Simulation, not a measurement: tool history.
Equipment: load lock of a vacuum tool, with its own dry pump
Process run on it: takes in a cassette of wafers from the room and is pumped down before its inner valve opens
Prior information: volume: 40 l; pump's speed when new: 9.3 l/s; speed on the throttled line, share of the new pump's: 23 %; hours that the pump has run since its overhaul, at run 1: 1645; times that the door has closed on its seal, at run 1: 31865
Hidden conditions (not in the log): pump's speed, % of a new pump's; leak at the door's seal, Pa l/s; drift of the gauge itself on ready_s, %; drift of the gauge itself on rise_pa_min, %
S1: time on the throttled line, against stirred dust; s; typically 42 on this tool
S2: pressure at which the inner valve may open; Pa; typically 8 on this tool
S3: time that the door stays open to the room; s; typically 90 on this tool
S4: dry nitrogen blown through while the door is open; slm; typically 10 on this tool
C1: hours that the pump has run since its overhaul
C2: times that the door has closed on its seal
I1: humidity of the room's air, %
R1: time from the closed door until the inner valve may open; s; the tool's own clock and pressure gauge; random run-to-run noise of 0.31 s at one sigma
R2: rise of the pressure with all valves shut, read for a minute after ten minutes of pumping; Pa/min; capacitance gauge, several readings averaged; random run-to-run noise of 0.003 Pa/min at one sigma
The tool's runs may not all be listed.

Run 1, day 0.000: usual settings; C1 1645; C2 31865; I1 44.4. Result: R1 74.1 s, R2 0.242 Pa/min.
Run 2, day 9.817: usual settings; C1 1881; C2 32975; I1 42.8. Result: R1 73.6 s, R2 0.255 Pa/min.
Run 3, day 21.179: usual settings; C1 2154; C2 34260; I1 46.0. Result: R1 73.8 s, R2 0.276 Pa/min.
Run 4, day 30.571: usual settings; C1 2379; C2 35322; I1 44.0. Result: R1 73.8 s, R2 0.280 Pa/min.
Run 5, day 40.821: usual settings; C1 2625; C2 36481; I1 46.0. Result: R1 74.2 s, R2 0.311 Pa/min.
Run 6, day 52.079: usual settings but S1 25 s; C1 2895; C2 37754; I1 46.0. Result: R1 60.8 s, R2 0.319 Pa/min.
Run 7, day 60.904: usual settings but S1 25 s, S3 26 s; C1 3107; C2 38751; I1 46.0. Result: R1 60.5 s, R2 0.311 Pa/min.
Run 8, day 75.725: usual settings but S1 25 s, S3 26 s; C1 3463; C2 40427; I1 44.7. Result: R1 61.3 s, R2 0.335 Pa/min.
At day 85.858: door's seal changed, seat wiped.
Run 9, day 91.258: usual settings but S1 25 s, S3 26 s, S4 39 slm; C1 3834; C2 610; I1 44.0. Result: R1 61.2 s, R2 0.013 Pa/min.
Run 10, day 107.204: usual settings but S1 25 s, S3 53 s, S4 39 slm; C1 4217; C2 2413; I1 45.3. Result: R1 61.2 s, R2 0.029 Pa/min.
Run 11, day 122.167: usual settings but S1 25 s, S3 53 s, S4 39 slm; C1 4576; C2 4105; I1 45.6. Result: R1 61.6 s, R2 0.031 Pa/min.
Run 12, day 136.338: usual settings but S1 25 s, S3 53 s, S4 39 slm; C1 4916; C2 5707; I1 45.1. Result: R1 61.7 s, R2 0.041 Pa/min.
Run 13, day 150.283: usual settings but S1 25 s, S3 53 s, S4 39 slm; C1 5251; C2 7284; I1 45.1. Result: R1 61.6 s, R2 0.044 Pa/min.
Run 14, day 161.075: usual settings but S1 25 s, S3 53 s, S4 39 slm; C1 5510; C2 8504; I1 47.4. Result: R1 61.1 s, R2 0.054 Pa/min.
Run 15, day 170.617: usual settings but S1 25 s, S3 53 s, S4 39 slm; C1 5739; C2 9583; I1 47.4. Result: R1 62.0 s, R2 0.055 Pa/min.
Run 16, day 188.329: usual settings; C1 6164; C2 11586; I1 45.0. Result: R1 74.9 s, R2 0.086 Pa/min.
Run 17, day 206.071: usual settings but S2 11 Pa; C1 6590; C2 13591; I1 43.1. Result: R1 73.1 s, R2 0.101 Pa/min.
Run 18, day 223.596: usual settings but S3 52 s; C1 7010; C2 15573; I1 43.4. Result: R1 75.0 s, R2 0.106 Pa/min.
Run 19, day 234.279: usual settings but S3 52 s; C1 7266; C2 16781; I1 47.9. Result: R1 75.4 s, R2 0.111 Pa/min.
Run 20, day 247.367: usual settings but S3 52 s; C1 7581; C2 18260; I1 44.5. Result: R1 75.0 s, R2 0.122 Pa/min.
Run 21, day 259.433: usual settings but S3 34 s, S4 6 slm; C1 7870; C2 19625; I1 45.8. Result: R1 74.3 s, R2 0.139 Pa/min.
Run 22, day 269.908: usual settings but S2 13 Pa, S3 129 s, S4 5 slm; C1 8122; C2 20809; I1 43.0. Result: R1 72.6 s, R2 0.176 Pa/min.
Run 23, day 284.654: usual settings but S1 41 s, S2 12 Pa, S3 57 s, S4 41 slm; C1 8476; C2 22476; I1 42.5. Result: R1 72.9 s, R2 0.151 Pa/min.
Run 24, day 295.208: usual settings but S2 6 Pa, S4 7 slm; C1 8729; C2 23670; I1 46.3. Result: R1 76.3 s, R2 0.186 Pa/min.
Run 25, day 304.429: usual settings but S2 6 Pa, S4 7 slm; C1 8950; C2 24712; I1 46.2. Result: R1 76.8 s, R2 0.202 Pa/min.
Run 26, day 314.183: usual settings but S2 9 Pa, S3 38 s, S4 11 slm; C1 9184; C2 25815; I1 44.1. Result: R1 75.0 s, R2 0.203 Pa/min.
Run 27, day 324.267: usual settings but S1 41 s, S2 15 Pa, S3 192 s; C1 9426; C2 26955; I1 45.7. Result: R1 71.9 s, R2 0.242 Pa/min.
Run 28, day 331.517: usual settings but S1 38 s, S2 15 Pa, S3 192 s, S4 4 slm; C1 9600; C2 27775; I1 48.3. Result: R1 69.6 s, R2 0.258 Pa/min.
Run 29, day 340.596: usual settings but S1 57 s, S2 6 Pa, S4 13 slm; C1 9818; C2 28802; I1 48.7. Result: R1 88.0 s, R2 0.247 Pa/min.
Run 30, day 352.062: usual settings but S1 57 s, S2 6 Pa, S4 13 slm; C1 10093; C2 30098; I1 44.0. Result: R1 87.9 s, R2 0.257 Pa/min.
Run 31, day 367.446: usual settings but S2 13 Pa; C1 10463; C2 31837; I1 42.0. Result: R1 73.7 s, R2 0.285 Pa/min.
Run 32, day 381.908: usual settings but S2 13 Pa; C1 10810; C2 33472; I1 43.3. Result: R1 73.8 s, R2 0.302 Pa/min.
Run 33, day 391.488: usual settings but S3 72 s; C1 11040; C2 34556; I1 46.1. Result: R1 76.0 s, R2 0.316 Pa/min.
Run 34, day 405.667: usual settings but S1 35 s, S2 7 Pa; C1 11380; C2 36159; I1 44.9. Result: R1 71.7 s, R2 0.341 Pa/min.
Run 35, day 414.808: usual settings but S1 35 s, S2 7 Pa; C1 11599; C2 37192; I1 43.7. Result: R1 71.4 s, R2 0.347 Pa/min.
Run 36, day 426.383: usual settings but S1 32 s, S2 7 Pa, S3 125 s, S4 6 slm; C1 11877; C2 38501; I1 49.1. Result: R1 69.3 s, R2 0.385 Pa/min.
Run 37, day 434.108: usual settings but S1 32 s, S2 7 Pa, S3 125 s, S4 6 slm; C1 12062; C2 39375; I1 45.4. Result: R1 70.0 s, R2 0.396 Pa/min.

Each row is a separate what-if for the run after 37, all from the same tool condition, not one after another. Results?
Run A, day 449.271: usual settings but S1 39 s, S2 7 Pa, S3 97 s, S4 6 slm; C1 12426; C2 41089; I1 46.3. Result: R1 ?, R2 ?.
Run B, day 449.271: usual settings but S1 55 s, S2 7 Pa; C1 12426; C2 41089; I1 47.4. Result: R1 ?, R2 ?.
Run C, day 449.271: usual settings; C1 12426; C2 41089; I1 45.3. Result: R1 ?, R2 ?.

run    R1     R2
  A  74.7  0.408
  B  86.5  0.410
  C  76.2  0.406
Take away the tool's hidden state, keep each run's random variation, and the runs would have read:
run    R1     R2
  A  71.5  0.044
  B  83.7  0.044
  C  73.0  0.040

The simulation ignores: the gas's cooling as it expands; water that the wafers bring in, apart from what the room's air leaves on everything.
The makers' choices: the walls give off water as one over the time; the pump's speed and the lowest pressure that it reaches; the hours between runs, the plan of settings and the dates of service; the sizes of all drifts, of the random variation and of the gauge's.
